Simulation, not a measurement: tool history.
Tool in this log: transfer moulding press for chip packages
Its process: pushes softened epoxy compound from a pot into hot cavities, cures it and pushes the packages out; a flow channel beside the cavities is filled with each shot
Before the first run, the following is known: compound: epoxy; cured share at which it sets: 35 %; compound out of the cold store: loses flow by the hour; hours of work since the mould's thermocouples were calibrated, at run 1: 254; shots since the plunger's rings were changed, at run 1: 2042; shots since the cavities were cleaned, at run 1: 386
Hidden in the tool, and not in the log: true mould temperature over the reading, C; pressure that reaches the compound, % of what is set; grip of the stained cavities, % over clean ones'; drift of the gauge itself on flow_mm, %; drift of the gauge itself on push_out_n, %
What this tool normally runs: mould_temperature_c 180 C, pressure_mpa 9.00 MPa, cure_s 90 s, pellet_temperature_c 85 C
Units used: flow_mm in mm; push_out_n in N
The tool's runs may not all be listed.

run	hour	mould_temperature_c	pressure_mpa	cure_s	pellet_temperature_c	hours of work since the mould's thermocouples were calibrated	shots since the plunger's rings were changed	shots since the cavities were cleaned	incoming compound's hours out of the cold store	flow_mm	push_out_n
1	0.0	180	9.00	90	85	254	2042	386	14.3	838	360
2	11.1	180	9.00	90	85	263	2219	563	36.1	754	358
# hour 15.8: cavities cleaned with cleaning compound and waxed
3	23.1	180	10.55	90	85	271	2386	116	15.3	910	310
4	29.6	180	10.55	90	85	276	2489	219	19.2	891	344
5	39.6	180	9.00	98	85	284	2648	378	24.8	798	312
6	50.9	180	9.00	90	85	293	2827	557	9.7	880	388
# hour 55.6: cavities cleaned with cleaning compound and waxed
7	58.8	180	9.00	90	85	298	2929	50	47.8	683	289
8	71.7	180	9.00	90	85	309	3134	255	8.4	845	341
9	84.1	180	9.00	90	75	318	3330	451	41.4	707	330
# hour 91.7: plunger's sealing rings changed
10	92.7	180	9.00	90	75	323	15	549	33.7	792	370
# hour 97.6: cavities cleaned with cleaning compound and waxed
11	104.9	180	9.00	90	85	332	184	115	17.5	860	313
12	118.7	180	9.00	90	91	343	404	335	42.3	734	323
13	132.0	172	9.00	90	85	354	616	547	30.0	825	582
# hour 137.1: cavities cleaned with cleaning compound and waxed
14	142.4	172	9.00	90	85	361	757	84	41.6	772	463
15	156.0	172	9.00	90	85	371	972	299	13.9	903	578
16	169.6	180	10.16	110	90	382	1188	515	16.0	902	298
# hour 177.2: cavities cleaned with cleaning compound and waxed
17	181.7	180	10.16	110	90	391	1358	72	9.2	955	261
18	193.4	175	9.63	110	93	400	1543	257	34.7	794	310
19	206.0	175	9.63	110	93	410	1744	458	28.7	822	329
# hour 216.7: cavities cleaned with cleaning compound and waxed
20	216.7	188	9.63	83	91	417	1890	1	26.0	789	254
21	228.2	188	9.63	83	91	427	2073	184	41.2	720	260
22	241.2	180	9.00	112	77	437	2278	389	19.1	822	289
23	252.3	180	9.00	104	85	446	2455	566	14.0	853	315
# hour 256.5: cavities cleaned with cleaning compound and waxed
24	264.5	180	9.71	79	90	454	2624	126	25.2	818	373
25	273.3	180	9.71	79	90	461	2766	268	38.4	742	391

Consider 3 possible next runs. They are alternatives, not a sequence: every one starts from the tool as it was left by run 25. What does each give?
A	282.0	176	9.00	84	76	468	2903	405	41.6	?	?
B	282.0	177	9.00	81	85	468	2903	405	18.9	?	?
C	282.0	178	8.54	91	85	468	2903	405	45.6	?	?

run	flow_mm	push_out_n
A	722	458
B	812	506
C	679	347
Stripped of hidden state, with their random variation kept, the same runs would have yielded:
run	flow_mm	push_out_n
A	769	398
B	867	443
C	724	295
